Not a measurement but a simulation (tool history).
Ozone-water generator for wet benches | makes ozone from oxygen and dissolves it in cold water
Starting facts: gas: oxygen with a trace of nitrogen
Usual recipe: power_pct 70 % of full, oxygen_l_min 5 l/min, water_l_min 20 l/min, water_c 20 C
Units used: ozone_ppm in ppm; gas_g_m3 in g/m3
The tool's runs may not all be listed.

run	hour	power_pct	oxygen_l_min	water_l_min	water_c	ozone_ppm	gas_g_m3
1	0	70	5	20	20	23	216.2
2	80.6	70	5	20	20	23	217.6
3	177.1	70	5	20	20	22.9	217
4	247.3	70	5	20	20	22.5	216.5
5	309.1	70	5	14	20	29.4	217.5
6	373	70	3.19	14	20	31.4	287.8
7	484.1	70	3.19	14	20	30.9	288.4
8	548.4	70	3.19	14	20	31.1	287.2
9	654.9	70	3.19	14	20	31.2	285.3
10	726.2	42	5	20	20	15.8	151.1
11	848.4	42	5	20	20	15.8	150.4
12	941.3	97	5	20	20	28.1	270.8
13	994.4	58	4.06	20	20	19.9	215.7
14	1066.2	81	3.46	12	22	37.1	303.5

The next listed run, before its measurement:
15	1159.3	70	4.42	14	20	?	?

ozone_ppm: 30 ppm
gas_g_m3: 231.3 g/m3
The same run, on a tool lacking any hidden state, would have yielded ozone_ppm 32.1 ppm, gas_g_m3 237 g/m3.
